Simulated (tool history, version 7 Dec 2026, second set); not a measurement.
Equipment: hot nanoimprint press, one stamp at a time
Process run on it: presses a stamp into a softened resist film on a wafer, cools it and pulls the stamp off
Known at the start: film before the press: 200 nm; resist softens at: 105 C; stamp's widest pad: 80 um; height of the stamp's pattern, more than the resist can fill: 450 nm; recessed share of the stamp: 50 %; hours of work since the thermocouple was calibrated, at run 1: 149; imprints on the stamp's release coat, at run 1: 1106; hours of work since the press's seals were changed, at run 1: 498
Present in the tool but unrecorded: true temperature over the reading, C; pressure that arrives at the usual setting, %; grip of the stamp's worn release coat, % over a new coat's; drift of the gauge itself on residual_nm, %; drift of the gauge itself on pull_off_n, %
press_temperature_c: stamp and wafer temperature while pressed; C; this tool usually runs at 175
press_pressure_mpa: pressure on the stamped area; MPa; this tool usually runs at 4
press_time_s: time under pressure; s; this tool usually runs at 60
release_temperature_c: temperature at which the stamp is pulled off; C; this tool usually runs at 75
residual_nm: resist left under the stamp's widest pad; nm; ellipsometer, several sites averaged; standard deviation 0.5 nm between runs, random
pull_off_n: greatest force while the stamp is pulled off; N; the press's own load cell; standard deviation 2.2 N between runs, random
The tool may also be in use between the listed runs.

run     day  press_temperature_c  press_pressure_mpa  press_time_s  release_temperature_c  hours of work since the thermocouple was calibrated  imprints on the stamp's release coat  hours of work since the press's seals were changed  residual_nm  pull_off_n
  1       0                  175                   4            60                     75                                                  149                                  1106                                                 498        100.1         131
  2   1.388                  175                   4            60                     75                                                  166                                  1175                                                 515         99.1         130
  3   3.046                  175                   4            60                     75                                                  186                                  1258                                                 535         99.5         131
  4   4.783                  175                   4            60                     75                                                  207                                  1345                                                 556           99         143
  5   6.038                  175                   4            60                     75                                                  222                                  1407                                                 571         98.1         133
      6.504  -- press's hydraulic seals changed and the load cell set to zero
  6   7.608                  175                   4            60                     62                                                  237                                  1469                                                  13         96.5         191
  7   8.883                  175                   4            60                     62                                                  252                                  1532                                                  29         95.4         193
  8  10.179                  181                   4            60                     75                                                  268                                  1597                                                  44         78.5         145
     11.854  -- stamp cleaned and given a new release coat
  9  12.133                  175                   4            60                     75                                                  288                                    14                                                  65         95.3         100
 10    13.3                  175                   4           104                     75                                                  302                                    72                                                  79         78.4          98
 11  14.625                  175                   4           104                     75                                                  318                                   138                                                  95         78.1          97
 12  16.083                  179                4.14            39                     63                                                  336                                   211                                                 113         95.1         132
 13  17.342                  179                4.14            39                     63                                                  351                                   273                                                 128         95.2         138
 14  19.183                  175                   4            60                     68                                                  374                                   365                                                 150         94.5         126
 15  20.433                  185                4.78            39                     74                                                  389                                   427                                                 165         74.1         108
 16  22.346                  185                4.78            39                     74                                                  412                                   522                                                 188         73.9         112
 17  23.912                  185                4.78            39                     74                                                  431                                   600                                                 207         72.9         109
 18  25.496                  185                4.78            39                     74                                                  450                                   679                                                 226         73.7         118
     27.046  -- plate thermocouple calibrated
 19  27.079                  181                4.78            88                     74                                                    0                                   752                                                 244         65.3         129
 20  28.925                  175                4.16            60                     75                                                   23                                   844                                                 266         97.8         125
 21  30.012                  175                4.16            60                     75                                                   36                                   898                                                 279           97         124
 22  31.317                  175                4.16            53                     70                                                   52                                   963                                                 295        101.7         142

Each row is a separate what-if for the run after 22, all from the same tool condition, not one after another. Results?
  A  32.562                  175                3.92            95                     75                                                   67                                  1025                                                 310            ?           ?
  B  32.562                  175                2.86            53                     70                                                   67                                  1025                                                 310            ?           ?
  C  32.562                  175                5.07            53                     70                                                   67                                  1025                                                 310            ?           ?

run  residual_nm  pull_off_n
  A         84.9         126
  B        120.3         148
  C         92.8         144
Had the tool no hidden state, the same runs would have come out as:
run  residual_nm  pull_off_n
  A         84.9          98
  B        120.7         115
  C         92.5         111
